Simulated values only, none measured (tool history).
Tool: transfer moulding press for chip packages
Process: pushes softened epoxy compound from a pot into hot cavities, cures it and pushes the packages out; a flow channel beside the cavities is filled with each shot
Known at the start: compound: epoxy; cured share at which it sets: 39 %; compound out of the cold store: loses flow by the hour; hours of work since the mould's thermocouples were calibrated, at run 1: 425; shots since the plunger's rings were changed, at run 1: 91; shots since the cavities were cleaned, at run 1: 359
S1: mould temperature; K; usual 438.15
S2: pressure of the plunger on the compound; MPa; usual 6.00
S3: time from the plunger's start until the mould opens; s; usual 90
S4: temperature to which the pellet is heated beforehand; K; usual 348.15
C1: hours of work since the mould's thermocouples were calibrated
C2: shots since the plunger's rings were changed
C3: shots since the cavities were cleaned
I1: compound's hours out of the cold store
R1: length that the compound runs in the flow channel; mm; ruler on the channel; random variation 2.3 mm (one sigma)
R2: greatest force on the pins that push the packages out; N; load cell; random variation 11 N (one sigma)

run 1 hour=0.0 | S1=438.15 S2=6.00 S3=90 S4=348.15 | C1=425 C2=91 C3=359 | I1=14.8 | R1=927 R2=722
run 2 hour=34.1 | S1=438.15 S2=6.00 S3=90 S4=348.15 | C1=450 C2=614 C3=882 | I1=36.8 | R1=879 R2=784
-- hour=48.6 cavities cleaned with cleaning compound and waxed
run 3 hour=74.7 | S1=438.15 S2=6.00 S3=90 S4=348.15 | C1=479 C2=1214 C3=401 | I1=24.6 | R1=899 R2=722
run 4 hour=94.6 | S1=438.15 S2=6.00 S3=90 S4=348.15 | C1=493 C2=1519 C3=706 | I1=11.1 | R1=925 R2=811
-- hour=122.1 cavities cleaned with cleaning compound and waxed
run 5 hour=140.6 | S1=438.15 S2=6.00 S3=90 S4=348.15 | C1=526 C2=2202 C3=284 | I1=9.0 | R1=923 R2=733
run 6 hour=188.6 | S1=444.15 S2=6.00 S3=90 S4=348.15 | C1=561 C2=2937 C3=1019 | I1=40.1 | R1=834 R2=612
-- hour=197.8 cavities cleaned with cleaning compound and waxed
run 7 hour=211.0 | S1=444.15 S2=6.00 S3=90 S4=348.15 | C1=576 C2=3258 C3=202 | I1=36.6 | R1=837 R2=494
run 8 hour=238.7 | S1=444.15 S2=6.00 S3=90 S4=348.15 | C1=597 C2=3683 C3=627 | I1=22.3 | R1=861 R2=606
-- hour=271.0 cavities cleaned with cleaning compound and waxed
run 9 hour=279.6 | S1=444.15 S2=6.00 S3=90 S4=348.15 | C1=626 C2=4288 C3=133 | I1=27.7 | R1=850 R2=459
run 10 hour=316.5 | S1=438.15 S2=6.00 S3=90 S4=348.15 | C1=653 C2=4853 C3=698 | I1=18.5 | R1=888 R2=793
-- hour=343.7 cavities cleaned with cleaning compound and waxed
run 11 hour=343.7 | S1=438.15 S2=6.00 S3=90 S4=348.15 | C1=671 C2=5247 C3=0 | I1=17.4 | R1=886 R2=548
-- hour=353.4 plunger's sealing rings changed
run 12 hour=371.5 | S1=438.15 S2=6.92 S3=90 S4=348.15 | C1=690 C2=278 C3=389 | I1=43.6 | R1=930 R2=743
run 13 hour=415.8 | S1=438.15 S2=6.00 S3=88 S4=348.15 | C1=723 C2=957 C3=1068 | I1=25.1 | R1=900 R2=893
-- hour=419.7 cavities cleaned with cleaning compound and waxed
run 14 hour=458.3 | S1=438.15 S2=4.54 S3=90 S4=348.15 | C1=753 C2=1586 C3=592 | I1=34.7 | R1=764 R2=769
-- hour=492.4 cavities cleaned with cleaning compound and waxed
run 15 hour=502.4 | S1=436.15 S2=6.00 S3=92 S4=348.15 | C1=784 C2=2240 C3=154 | I1=12.1 | R1=931 R2=751
run 16 hour=533.9 | S1=440.15 S2=4.54 S3=128 S4=341.15 | C1=807 C2=2723 C3=637 | I1=21.5 | R1=772 R2=559
run 17 hour=559.7 | S1=440.15 S2=4.54 S3=128 S4=341.15 | C1=826 C2=3119 C3=1033 | I1=19.2 | R1=775 R2=560
-- hour=564.3 cavities cleaned with cleaning compound and waxed
run 18 hour=599.1 | S1=431.15 S2=6.00 S3=90 S4=348.15 | C1=854 C2=3701 C3=535 | I1=37.7 | R1=896 R2=1433
-- hour=604.9 mould's thermocouples calibrated
-- hour=640.7 cavities cleaned with cleaning compound and waxed
run 19 hour=649.8 | S1=444.15 S2=6.00 S3=90 S4=348.15 | C1=32 C2=4424 C3=139 | I1=11.4 | R1=878 R2=476
-- hour=681.9 mould's thermocouples calibrated, once more
run 20 hour=687.8 | S1=444.15 S2=6.00 S3=90 S4=348.15 | C1=4 C2=4976 C3=691 | I1=42.5 | R1=811 R2=576
-- hour=716.4 plunger's sealing rings changed
-- hour=717.9 cavities cleaned with cleaning compound and waxed
run 21 hour=731.2 | S1=438.15 S2=6.76 S3=90 S4=348.15 | C1=33 C2=203 C3=203 | I1=28.7 | R1=950 R2=602
run 22 hour=779.2 | S1=438.15 S2=5.10 S3=90 S4=348.15 | C1=68 C2=940 C3=940 | I1=35.7 | R1=805 R2=790
-- hour=791.4 cavities cleaned with cleaning compound and waxed
run 23 hour=811.9 | S1=435.15 S2=5.22 S3=74 S4=351.15 | C1=91 C2=1419 C3=316 | I1=11.5 | R1=871 R2=1318
run 24 hour=852.2 | S1=434.15 S2=6.27 S3=103 S4=345.15 | C1=121 C2=2037 C3=934 | I1=41.5 | R1=897 R2=766

The next listed run, before its measurement:
-- hour=862.9 cavities cleaned with cleaning compound and waxed
run 25 hour=884.2 | S1=434.15 S2=6.27 S3=103 S4=345.15 | C1=143 C2=2504 C3=326 | I1=10.4 | R1=? R2=?

Run 25 gave R1 961 mm, R2 697 N.
Without the tool's hidden state the same run would have given R1 980 mm, R2 511 N.
